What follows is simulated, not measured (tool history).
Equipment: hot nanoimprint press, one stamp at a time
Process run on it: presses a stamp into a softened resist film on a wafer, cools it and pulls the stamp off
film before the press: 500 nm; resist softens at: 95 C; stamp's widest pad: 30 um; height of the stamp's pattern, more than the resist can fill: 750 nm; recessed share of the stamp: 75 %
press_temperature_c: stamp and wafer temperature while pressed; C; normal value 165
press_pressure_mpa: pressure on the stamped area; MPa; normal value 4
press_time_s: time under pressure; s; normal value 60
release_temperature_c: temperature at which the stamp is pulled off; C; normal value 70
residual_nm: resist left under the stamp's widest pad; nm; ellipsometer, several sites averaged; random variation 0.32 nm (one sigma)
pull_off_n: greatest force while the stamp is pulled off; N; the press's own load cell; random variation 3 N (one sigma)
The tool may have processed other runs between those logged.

{"run": 1, "hour": 0.0, "press_temperature_c": 165, "press_pressure_mpa": 4, "press_time_s": 60, "release_temperature_c": 70, "residual_nm": 231.7, "pull_off_n": 152}
{"run": 2, "hour": 46.3, "press_temperature_c": 165, "press_pressure_mpa": 4, "press_time_s": 60, "release_temperature_c": 56, "residual_nm": 231.5, "pull_off_n": 180}
{"run": 3, "hour": 93.5, "press_temperature_c": 165, "press_pressure_mpa": 4, "press_time_s": 98, "release_temperature_c": 70, "residual_nm": 194.7, "pull_off_n": 161}
{"run": 4, "hour": 140.1, "press_temperature_c": 165, "press_pressure_mpa": 4, "press_time_s": 60, "release_temperature_c": 70, "residual_nm": 231.7, "pull_off_n": 166}
{"run": 5, "hour": 188.2, "press_temperature_c": 165, "press_pressure_mpa": 4, "press_time_s": 82, "release_temperature_c": 70, "residual_nm": 207.5, "pull_off_n": 173}
{"run": 6, "hour": 221.4, "press_temperature_c": 165, "press_pressure_mpa": 4, "press_time_s": 82, "release_temperature_c": 70, "residual_nm": 207.2, "pull_off_n": 171}
{"run": 7, "hour": 269.7, "press_temperature_c": 165, "press_pressure_mpa": 4, "press_time_s": 82, "release_temperature_c": 70, "residual_nm": 206.5, "pull_off_n": 178}
{"run": 8, "hour": 305.2, "press_temperature_c": 165, "press_pressure_mpa": 4, "press_time_s": 82, "release_temperature_c": 70, "residual_nm": 206.8, "pull_off_n": 180}
{"hour": 335.4, "done": "plate thermocouple calibrated"}
{"run": 9, "hour": 351.1, "press_temperature_c": 165, "press_pressure_mpa": 4, "press_time_s": 60, "release_temperature_c": 70, "residual_nm": 238.5, "pull_off_n": 190}
{"run": 10, "hour": 398.5, "press_temperature_c": 165, "press_pressure_mpa": 4, "press_time_s": 60, "release_temperature_c": 61, "residual_nm": 237.8, "pull_off_n": 208}
{"run": 11, "hour": 428.4, "press_temperature_c": 165, "press_pressure_mpa": 4.86, "press_time_s": 60, "release_temperature_c": 70, "residual_nm": 216.2, "pull_off_n": 193}
{"run": 12, "hour": 477.2, "press_temperature_c": 165, "press_pressure_mpa": 4.86, "press_time_s": 60, "release_temperature_c": 70, "residual_nm": 215.8, "pull_off_n": 202}
{"hour": 493.0, "done": "press's hydraulic seals changed and the load cell set to zero"}
{"run": 13, "hour": 544.2, "press_temperature_c": 165, "press_pressure_mpa": 4.86, "press_time_s": 60, "release_temperature_c": 70, "residual_nm": 210.3, "pull_off_n": 211}
{"run": 14, "hour": 579.0, "press_temperature_c": 165, "press_pressure_mpa": 4.86, "press_time_s": 60, "release_temperature_c": 70, "residual_nm": 210.6, "pull_off_n": 215}
{"hour": 589.4, "done": "stamp cleaned and given a new release coat"}
{"run": 15, "hour": 643.7, "press_temperature_c": 165, "press_pressure_mpa": 4.86, "press_time_s": 60, "release_temperature_c": 70, "residual_nm": 210, "pull_off_n": 149}
{"run": 16, "hour": 682.4, "press_temperature_c": 165, "press_pressure_mpa": 4.86, "press_time_s": 60, "release_temperature_c": 70, "residual_nm": 210.6, "pull_off_n": 151}
{"run": 17, "hour": 736.5, "press_temperature_c": 159, "press_pressure_mpa": 4.86, "press_time_s": 45, "release_temperature_c": 70, "residual_nm": 273.4, "pull_off_n": 158}
{"run": 18, "hour": 762.1, "press_temperature_c": 159, "press_pressure_mpa": 4.86, "press_time_s": 45, "release_temperature_c": 70, "residual_nm": 273.3, "pull_off_n": 155}
{"run": 19, "hour": 814.2, "press_temperature_c": 159, "press_pressure_mpa": 2.43, "press_time_s": 75, "release_temperature_c": 73, "residual_nm": 316.6, "pull_off_n": 155}
{"run": 20, "hour": 864.2, "press_temperature_c": 159, "press_pressure_mpa": 5.18, "press_time_s": 31, "release_temperature_c": 74, "residual_nm": 297.4, "pull_off_n": 161}
{"run": 21, "hour": 906.3, "press_temperature_c": 169, "press_pressure_mpa": 4, "press_time_s": 60, "release_temperature_c": 68, "residual_nm": 208.5, "pull_off_n": 175}
{"run": 22, "hour": 931.2, "press_temperature_c": 169, "press_pressure_mpa": 4, "press_time_s": 60, "release_temperature_c": 68, "residual_nm": 208.6, "pull_off_n": 176}
{"hour": 953.4, "done": "plate thermocouple calibrated"}
{"run": 23, "hour": 977.0, "press_temperature_c": 168, "press_pressure_mpa": 2.41, "press_time_s": 97, "release_temperature_c": 72, "residual_nm": 235.4, "pull_off_n": 178}
{"run": 24, "hour": 1009.2, "press_temperature_c": 163, "press_pressure_mpa": 5.93, "press_time_s": 87, "release_temperature_c": 78, "residual_nm": 176.5, "pull_off_n": 164}
{"run": 25, "hour": 1053.4, "press_temperature_c": 176, "press_pressure_mpa": 4.12, "press_time_s": 88, "release_temperature_c": 76, "residual_nm": 148.8, "pull_off_n": 176}
{"run": 26, "hour": 1077.7, "press_temperature_c": 164, "press_pressure_mpa": 4, "press_time_s": 112, "release_temperature_c": 73, "residual_nm": 191.9, "pull_off_n": 189}
{"run": 27, "hour": 1109.9, "press_temperature_c": 164, "press_pressure_mpa": 4, "press_time_s": 112, "release_temperature_c": 73, "residual_nm": 191.8, "pull_off_n": 185}
{"run": 28, "hour": 1147.2, "press_temperature_c": 160, "press_pressure_mpa": 4, "press_time_s": 60, "release_temperature_c": 70, "residual_nm": 266.8, "pull_off_n": 196}
{"run": 29, "hour": 1191.4, "press_temperature_c": 172, "press_pressure_mpa": 3.6, "press_time_s": 30, "release_temperature_c": 76, "residual_nm": 259.3, "pull_off_n": 187}

Here are 3 independent what-if runs from the current tool condition. What would each one return?
{"run": "A", "hour": 1246.8, "press_temperature_c": 165, "press_pressure_mpa": 4.55, "press_time_s": 58, "release_temperature_c": 71, "residual_nm": "?", "pull_off_n": "?"}
{"run": "B", "hour": 1246.8, "press_temperature_c": 173, "press_pressure_mpa": 2.71, "press_time_s": 30, "release_temperature_c": 60, "residual_nm": "?", "pull_off_n": "?"}
{"run": "C", "hour": 1246.8, "press_temperature_c": 166, "press_pressure_mpa": 6.09, "press_time_s": 60, "release_temperature_c": 74, "residual_nm": "?", "pull_off_n": "?"}

run=A residual_nm=221.1 pull_off_n=203
run=B residual_nm=288.6 pull_off_n=230
run=C residual_nm=182.7 pull_off_n=197
Had the tool no hidden state, the same runs would have come out as:
run=A residual_nm=219.8 pull_off_n=135
run=B residual_nm=288.6 pull_off_n=152
run=C residual_nm=180.3 pull_off_n=131
